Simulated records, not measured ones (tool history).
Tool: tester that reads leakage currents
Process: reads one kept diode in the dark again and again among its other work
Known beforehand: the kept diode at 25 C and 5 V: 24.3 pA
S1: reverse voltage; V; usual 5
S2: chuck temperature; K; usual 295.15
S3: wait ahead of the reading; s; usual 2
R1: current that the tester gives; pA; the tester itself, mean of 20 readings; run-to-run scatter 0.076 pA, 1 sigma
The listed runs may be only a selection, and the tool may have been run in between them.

{"run": 1, "hour": 0.0, "S1": 5, "S2": 295.15, "S3": 2, "R1": 19.08}
{"run": 2, "hour": 32.0, "S1": 5, "S2": 295.15, "S3": 2, "R1": 18.98}
{"run": 3, "hour": 63.3, "S1": 5, "S2": 295.15, "S3": 3.02, "R1": 19.03}
{"run": 4, "hour": 81.2, "S1": 5, "S2": 295.15, "S3": 0.46, "R1": 19.45}
{"run": 5, "hour": 109.8, "S1": 5, "S2": 295.15, "S3": 0.46, "R1": 19.45}
{"run": 6, "hour": 128.0, "S1": 5, "S2": 295.15, "S3": 0.46, "R1": 19.49}
{"run": 7, "hour": 144.7, "S1": 7.65, "S2": 295.15, "S3": 2, "R1": 23.68}
{"run": 8, "hour": 174.1, "S1": 7.65, "S2": 295.15, "S3": 2, "R1": 23.69}
{"run": 9, "hour": 203.3, "S1": 5, "S2": 293.15, "S3": 2, "R1": 16.18}
{"run": 10, "hour": 235.2, "S1": 5, "S2": 293.15, "S3": 2, "R1": 16.02}
{"run": 11, "hour": 254.5, "S1": 2.86, "S2": 295.15, "S3": 2, "R1": 14.44}
{"run": 12, "hour": 284.7, "S1": 17.52, "S2": 295.15, "S3": 2, "R1": 35.83}
{"run": 13, "hour": 301.4, "S1": 5, "S2": 295.15, "S3": 2, "R1": 18.99}
{"run": 14, "hour": 333.7, "S1": 5, "S2": 295.15, "S3": 2, "R1": 19.12}
{"run": 15, "hour": 351.5, "S1": 5, "S2": 293.15, "S3": 2, "R1": 16.09}
{"run": 16, "hour": 377.4, "S1": 5, "S2": 293.15, "S3": 2, "R1": 16.08}
{"run": 17, "hour": 405.8, "S1": 5, "S2": 293.15, "S3": 2, "R1": 16.09}
{"run": 18, "hour": 432.2, "S1": 5, "S2": 321.15, "S3": 2, "R1": 146.11}
{"run": 19, "hour": 459.7, "S1": 5, "S2": 321.15, "S3": 2, "R1": 146.92}
{"run": 20, "hour": 476.8, "S1": 5, "S2": 295.15, "S3": 2, "R1": 19.12}
{"run": 21, "hour": 496.4, "S1": 5, "S2": 295.15, "S3": 2, "R1": 19.08}
{"run": 22, "hour": 525.5, "S1": 3.31, "S2": 295.15, "S3": 2, "R1": 15.49}
{"run": 23, "hour": 560.7, "S1": 2.31, "S2": 296.15, "S3": 0.74, "R1": 14.15}
{"run": 24, "hour": 584.5, "S1": 2.31, "S2": 325.15, "S3": 2.61, "R1": 132.71}
{"run": 25, "hour": 599.1, "S1": 5, "S2": 295.15, "S3": 0.92, "R1": 19.25}
{"run": 26, "hour": 629.3, "S1": 5, "S2": 295.15, "S3": 0.42, "R1": 19.49}
{"run": 27, "hour": 663.9, "S1": 5, "S2": 295.15, "S3": 0.42, "R1": 19.68}
{"run": 28, "hour": 681.9, "S1": 5, "S2": 295.15, "S3": 0.42, "R1": 19.65}
{"run": 29, "hour": 715.1, "S1": 5, "S2": 295.15, "S3": 0.42, "R1": 19.49}
{"run": 30, "hour": 743.7, "S1": 4.92, "S2": 293.15, "S3": 7.19, "R1": 15.79}
{"run": 31, "hour": 760.2, "S1": 4.92, "S2": 293.15, "S3": 7.19, "R1": 15.84}
{"run": 32, "hour": 792.2, "S1": 4.92, "S2": 293.15, "S3": 9.85, "R1": 15.84}
{"run": 33, "hour": 825.3, "S1": 4.92, "S2": 293.15, "S3": 9.85, "R1": 16.03}
{"run": 34, "hour": 846.9, "S1": 4.92, "S2": 293.15, "S3": 9.85, "R1": 15.81}
{"run": 35, "hour": 880.7, "S1": 3.21, "S2": 300.15, "S3": 0.97, "R1": 23.4}
{"run": 36, "hour": 902.1, "S1": 3.21, "S2": 300.15, "S3": 0.97, "R1": 23.36}
{"run": 37, "hour": 932.7, "S1": 5, "S2": 295.15, "S3": 0.96, "R1": 19.12}
{"run": 38, "hour": 952.2, "S1": 5, "S2": 309.15, "S3": 2, "R1": 59.33}
{"run": 39, "hour": 987.3, "S1": 2.88, "S2": 297.15, "S3": 1.39, "R1": 17.18}
{"run": 40, "hour": 1001.9, "S1": 2.88, "S2": 297.15, "S3": 1.39, "R1": 17.11}
{"run": 41, "hour": 1035.1, "S1": 3.15, "S2": 296.15, "S3": 0.78, "R1": 16.6}

Not shown here: 1 entry made in the log between runs. Locate each between two listed runs and compare the hidden state at the listed run before it with the hidden state at the listed run after it:
Logged between run 40 and run 41: probe card cleaned and baked (hour 1030.5)
  stray current of the dirty probe card, pA a volt: 0.024 -> 0.02
